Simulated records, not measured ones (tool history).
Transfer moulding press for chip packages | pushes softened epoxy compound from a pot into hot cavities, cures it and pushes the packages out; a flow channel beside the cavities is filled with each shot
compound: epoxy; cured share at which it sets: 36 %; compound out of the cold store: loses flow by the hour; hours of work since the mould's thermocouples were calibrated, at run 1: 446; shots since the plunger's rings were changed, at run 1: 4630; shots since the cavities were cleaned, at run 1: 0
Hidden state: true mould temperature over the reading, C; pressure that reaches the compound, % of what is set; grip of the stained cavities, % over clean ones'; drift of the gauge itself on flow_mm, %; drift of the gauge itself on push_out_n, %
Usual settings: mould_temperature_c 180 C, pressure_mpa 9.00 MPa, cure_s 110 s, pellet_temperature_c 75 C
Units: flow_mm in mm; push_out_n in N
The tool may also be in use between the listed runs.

run   hour  mould_temperature_c  pressure_mpa  cure_s  pellet_temperature_c  hours of work since the mould's thermocouples were calibrated  shots since the plunger's rings were changed  shots since the cavities were cleaned  incoming compound's hours out of the cold store  flow_mm  push_out_n
  1    0.0                  180          9.00     110                    75                                                            446                                          4630                                      0                                             21.9      505         480
  2   29.8                  180          9.00     110                    75                                                            469                                          5000                                    370                                             22.9      503         705
      45.9  -- cavities cleaned with cleaning compound and waxed
  3   59.0                  180          9.00     110                    75                                                            490                                          5344                                    163                                             16.6      515         603
      92.8  -- cavities cleaned with cleaning compound and waxed
  4  107.6                  180          9.00     110                    75                                                            526                                          5928                                    184                                             45.2      442         577
     140.9  -- cavities cleaned with cleaning compound and waxed
     147.5  -- mould's thermocouples calibrated
  5  165.4                  180          9.00     110                    75                                                             14                                          6602                                    279                                             11.5      513         645
     188.3  -- plunger's sealing rings changed
     194.7  -- cavities cleaned with cleaning compound and waxed
  6  226.2                  180          9.00     110                    75                                                             57                                           453                                    392                                             35.7      491         628
     243.7  -- cavities cleaned with cleaning compound and waxed
  7  286.2                  180          9.00     110                    72                                                            102                                          1179                                    528                                             44.4      472         645
     290.3  -- cavities cleaned with cleaning compound and waxed
     338.5  -- cavities cleaned with cleaning compound and waxed
  8  349.1                  180          9.00     110                    72                                                            148                                          1923                                    132                                             14.5      543         548
     384.6  -- cavities cleaned with cleaning compound and waxed
  9  389.3                  180         10.32     144                    75                                                            178                                          2403                                     58                                             42.6      496         417
     432.7  -- cavities cleaned with cleaning compound and waxed
 10  447.7                  180         10.32     144                    75                                                            222                                          3110                                    186                                             25.3      542         441
 11  473.2                  174          7.20     114                    75                                                            241                                          3426                                    502                                             23.8      472         942
     478.1  -- cavities cleaned with cleaning compound and waxed
     526.7  -- cavities cleaned with cleaning compound and waxed
 12  532.9                  174         10.23     114                    75                                                            285                                          4130                                     77                                             41.3      511         706

Hidden state or all else? Some run-to-run changes of flow_mm, split into what the settings, what came in and random variation would give without the hidden state, and what is left for the hidden state (with any gauge scatter that isn't in both results):
Run 3 -> 4: cavities cleaned with cleaning compound and waxed. flow_mm -73 mm: hidden state +1, all else -74.
Run 5 -> 6: plunger's sealing rings changed, cavities cleaned with cleaning compound and waxed. flow_mm -22 mm: hidden state +46, all else -68.
